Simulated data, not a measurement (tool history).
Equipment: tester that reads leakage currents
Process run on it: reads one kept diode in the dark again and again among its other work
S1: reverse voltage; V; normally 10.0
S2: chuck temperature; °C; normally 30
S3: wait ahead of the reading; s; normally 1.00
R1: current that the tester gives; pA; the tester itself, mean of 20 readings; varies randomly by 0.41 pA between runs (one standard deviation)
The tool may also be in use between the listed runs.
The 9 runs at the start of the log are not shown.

run,day,S1,S2,S3,R1
10,45.617,10.0,30,0.51,137.19
11,50.596,7.8,30,1.00,118.45
12,56.400,10.0,27,1.00,108.47
13,59.971,10.0,30,1.00,134.44
14,64.758,10.0,30,1.00,133.91
# day 66.150: probe card cleaned and baked
15,71.617,10.0,30,1.00,134.98
16,76.625,10.0,38,1.00,235.20
17,81.617,10.0,38,1.00,234.92
18,84.938,10.0,38,1.00,235.21
19,87.879,2.0,33,1.44,74.84
20,94.150,2.0,33,1.44,74.52
21,101.167,2.0,33,1.44,75.42
22,104.125,10.0,29,1.00,125.08
23,110.850,2.3,25,1.85,45.07
24,116.508,2.5,30,1.00,67.73
25,120.246,2.5,30,1.00,67.54
26,125.300,10.0,45,1.00,374.47
27,132.108,3.3,43,8.11,190.14
# day 137.833: chuck's temperature calibrated
# day 138.808: tester calibrated
28,138.996,3.3,43,2.74,190.44
29,142.975,3.3,43,2.74,189.94
30,149.021,3.3,43,2.74,189.37
31,153.425,3.3,43,2.74,188.45
32,160.062,1.8,52,1.00,253.95

For run 33, what comes out?
33,165.188,2.6,24,5.13,?

{"run 33": {"R1": 44.05}}
Were there no unlogged condition in the tool, this run, its random variation unchanged, would have produced R1 44.02 pA.
